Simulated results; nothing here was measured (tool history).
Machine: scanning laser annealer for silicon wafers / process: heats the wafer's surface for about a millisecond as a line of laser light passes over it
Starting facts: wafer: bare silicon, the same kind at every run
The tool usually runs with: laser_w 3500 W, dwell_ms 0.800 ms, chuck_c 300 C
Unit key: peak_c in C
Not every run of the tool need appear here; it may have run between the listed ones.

run,day,laser_w,dwell_ms,chuck_c,peak_c
1,0.000,3500,0.800,300,1103
2,0.238,3500,0.800,268,1069
3,0.496,3500,0.800,268,1071
4,0.825,3500,0.737,300,1070
5,1.192,3500,0.800,300,1102
6,1.529,3500,0.800,300,1101
7,1.825,3500,0.800,297,1099
8,2.183,3500,0.800,297,1099
9,2.538,3500,0.800,330,1133
10,2.775,3500,0.584,330,1021
11,2.942,3500,0.584,330,1018
12,3.238,3500,0.800,306,1103
13,3.625,3500,0.800,274,1076
14,3.846,3500,0.800,274,1076
15,4.096,3089,0.800,274,985
16,4.425,3089,0.847,274,1004
17,4.788,3816,0.847,274,1163
18,5.125,3816,0.847,274,1160
19,5.304,3561,0.751,274,1060
20,5.538,3561,0.751,274,1063
21,5.812,3561,0.751,274,1057
22,6.154,3441,0.860,300,1114
23,6.508,3405,0.800,287,1063
24,6.721,3405,0.800,287,1064
25,6.917,3500,0.800,300,1097
26,7.150,3140,0.881,300,1058
27,7.454,3140,0.881,300,1053
28,7.621,3140,0.881,300,1051
29,7.983,3523,0.881,300,1138
30,8.292,3363,0.775,285,1038
31,8.458,3727,0.702,318,1110
32,8.788,3727,0.702,318,1108

Subtracting, for every run, the result it would have given without the tool's unlogged condition from the measured result gives the following. The same run-to-run variation enters both numbers; the gauge's scatter may not:
What the log doesn't record here: light that passes the window, % of a clean one's; laser's true power over the reading, %; width of the line over the set one, %; drift of the gauge itself on peak_c, C.
run,peak_c
1,-9
2,-10
3,-10
4,-10
5,-11
6,-11
7,-11
8,-11
9,-11
10,-10
11,-11
12,-12
13,-13
14,-12
15,-11
16,-12
17,-15
18,-16
19,-14
20,-14
21,-14
22,-15
23,-14
24,-15
25,-15
26,-14
27,-15
28,-15
29,-17
30,-15
31,-16
32,-17
